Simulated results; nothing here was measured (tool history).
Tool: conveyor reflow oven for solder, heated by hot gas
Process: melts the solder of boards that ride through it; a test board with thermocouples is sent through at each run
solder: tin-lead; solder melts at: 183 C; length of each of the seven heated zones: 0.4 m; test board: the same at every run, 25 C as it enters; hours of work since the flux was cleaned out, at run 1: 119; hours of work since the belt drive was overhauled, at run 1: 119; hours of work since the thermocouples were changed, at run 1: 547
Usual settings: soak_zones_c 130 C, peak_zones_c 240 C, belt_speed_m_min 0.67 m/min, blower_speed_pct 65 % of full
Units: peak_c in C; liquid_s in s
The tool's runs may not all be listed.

run	day	soak_zones_c	peak_zones_c	belt_speed_m_min	blower_speed_pct	hours of work since the flux was cleaned out	hours of work since the belt drive was overhauled	hours of work since the thermocouples were changed	peak_c	liquid_s
1	0	130	240	0.67	65	119	119	547	218.7	52
2	0.579	135	240	0.67	65	127	127	555	219.1	53.4
3	1.108	135	240	0.67	65	134	134	563	219.5	53.7
4	1.621	135	240	0.67	65	142	142	570	219.5	54.2
5	2.204	130	240	0.594	65	150	150	578	222.4	62.3
6	2.617	130	240	0.594	65	156	156	584	222.6	61.4
7	3.021	130	240	0.594	65	162	162	590	222	62.1
8	3.446	130	240	0.594	65	168	168	596	222.6	61
9	3.733	130	245	0.594	65	172	172	600	226	64.9
10	4.062	130	240	0.67	65	176	176	605	216.7	50.7
11	4.671	130	240	0.67	65	185	185	614	217.2	50.9
12	5.233	130	240	0.67	65	193	193	622	218.4	50.6
13	5.667	130	241	0.667	65	199	199	628	219.4	51.5
14	6.046	130	240	0.548	65	205	205	633	223.9	68.4
15	6.333	121	243	0.71	62	209	209	637	214.5	43.9
16	6.812	139	230	0.74	60	216	216	644	205.5	38.4
# day 7.071: flux residue cleaned out of gas plates and filters
17	7.571	139	230	0.74	60	7	223	652	204.9	37.5
18	8.079	127	255	0.756	54	14	231	659	216.4	42.5
19	8.629	125	236	0.59	70	22	239	667	216.5	57.3
20	8.917	122	237	0.738	90	26	243	671	214.1	42.8
21	9.525	143	249	0.697	65	35	251	680	223.8	57.9
22	9.958	143	249	0.697	65	41	257	686	224.5	57.6
# day 10.279: flux residue cleaned out of gas plates and filters, once more
23	10.546	127	249	0.697	65	4	263	691	224.2	52.9

Forecast each of these 3 alternatives for the next run:
A	11.162	125	249	0.708	90	13	272	700	?	?
B	11.162	135	240	0.737	65	13	272	700	?	?
C	11.162	127	239	0.697	65	13	272	700	?	?

run	peak_c	liquid_s
A	230.8	54.8
B	216.9	47.1
C	215.5	47.1
Without the tool's hidden state the same runs would have given:
run	peak_c	liquid_s
A	232.8	55.4
B	218.7	48.1
C	217.4	48.2

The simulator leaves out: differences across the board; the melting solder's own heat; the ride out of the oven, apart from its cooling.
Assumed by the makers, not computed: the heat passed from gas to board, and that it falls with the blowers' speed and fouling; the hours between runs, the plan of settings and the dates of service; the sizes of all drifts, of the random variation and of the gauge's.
